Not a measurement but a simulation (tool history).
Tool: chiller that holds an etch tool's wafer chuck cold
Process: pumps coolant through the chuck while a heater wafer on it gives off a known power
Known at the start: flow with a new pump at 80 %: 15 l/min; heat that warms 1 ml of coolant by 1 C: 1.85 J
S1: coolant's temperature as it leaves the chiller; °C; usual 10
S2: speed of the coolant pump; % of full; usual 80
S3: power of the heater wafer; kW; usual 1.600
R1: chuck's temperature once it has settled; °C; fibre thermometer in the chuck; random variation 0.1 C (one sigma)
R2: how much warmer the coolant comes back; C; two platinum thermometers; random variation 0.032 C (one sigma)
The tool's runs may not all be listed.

{"run": 1, "hour": 0.0, "S1": 10, "S2": 80, "S3": 1.6, "R1": 19.9, "R2": 3.62}
{"run": 2, "hour": 83.5, "S1": 10, "S2": 80, "S3": 1.6, "R1": 19.8, "R2": 3.66}
{"run": 3, "hour": 175.9, "S1": 10, "S2": 80, "S3": 1.6, "R1": 20.1, "R2": 3.62}
{"run": 4, "hour": 272.0, "S1": 10, "S2": 80, "S3": 1.6, "R1": 20.1, "R2": 3.65}
{"run": 5, "hour": 361.6, "S1": 10, "S2": 80, "S3": 1.6, "R1": 20.0, "R2": 3.69}
{"run": 6, "hour": 420.8, "S1": 10, "S2": 80, "S3": 1.6, "R1": 20.0, "R2": 3.64}
{"run": 7, "hour": 480.3, "S1": 10, "S2": 80, "S3": 1.6, "R1": 19.9, "R2": 3.73}
{"hour": 553.9, "done": "chiller's thermometer calibrated"}
{"run": 8, "hour": 553.9, "S1": 10, "S2": 80, "S3": 1.6, "R1": 20.4, "R2": 3.67}
{"run": 9, "hour": 604.2, "S1": 10, "S2": 80, "S3": 1.727, "R1": 21.2, "R2": 3.97}
{"run": 10, "hour": 694.2, "S1": 10, "S2": 80, "S3": 1.727, "R1": 21.2, "R2": 3.96}
{"run": 11, "hour": 740.2, "S1": 9, "S2": 76, "S3": 1.258, "R1": 17.7, "R2": 3.09}
{"run": 12, "hour": 825.9, "S1": 10, "S2": 60, "S3": 2.026, "R1": 25.8, "R2": 6.55}
{"run": 13, "hour": 891.8, "S1": 10, "S2": 90, "S3": 2.026, "R1": 22.4, "R2": 4.12}
{"run": 14, "hour": 934.7, "S1": 10, "S2": 90, "S3": 2.026, "R1": 22.4, "R2": 4.06}
{"run": 15, "hour": 999.7, "S1": 2, "S2": 90, "S3": 0.922, "R1": 7.7, "R2": 1.86}
{"run": 16, "hour": 1059.6, "S1": 10, "S2": 86, "S3": 1.6, "R1": 20.2, "R2": 3.41}
{"run": 17, "hour": 1155.7, "S1": 10, "S2": 86, "S3": 1.6, "R1": 19.9, "R2": 3.42}
{"run": 18, "hour": 1243.6, "S1": 4, "S2": 80, "S3": 0.941, "R1": 10.0, "R2": 2.21}

3 ways to go on from here, each from the tool as it stands after run 18. What would each give?
{"run": "A", "hour": 1290.4, "S1": 10, "S2": 80, "S3": 1.0, "R1": "?", "R2": "?"}
{"run": "B", "hour": 1290.4, "S1": 13, "S2": 69, "S3": 0.941, "R1": "?", "R2": "?"}
{"run": "C", "hour": 1290.4, "S1": 4, "S2": 94, "S3": 1.451, "R1": "?", "R2": "?"}

run=A R1=16.4 R2=2.28
run=B R1=19.6 R2=2.59
run=C R1=12.6 R2=2.77
Without the tool's hidden state the same runs would have given:
run=A R1=16.1 R2=2.12
run=B R1=19.2 R2=2.41
run=C R1=12.1 R2=2.58

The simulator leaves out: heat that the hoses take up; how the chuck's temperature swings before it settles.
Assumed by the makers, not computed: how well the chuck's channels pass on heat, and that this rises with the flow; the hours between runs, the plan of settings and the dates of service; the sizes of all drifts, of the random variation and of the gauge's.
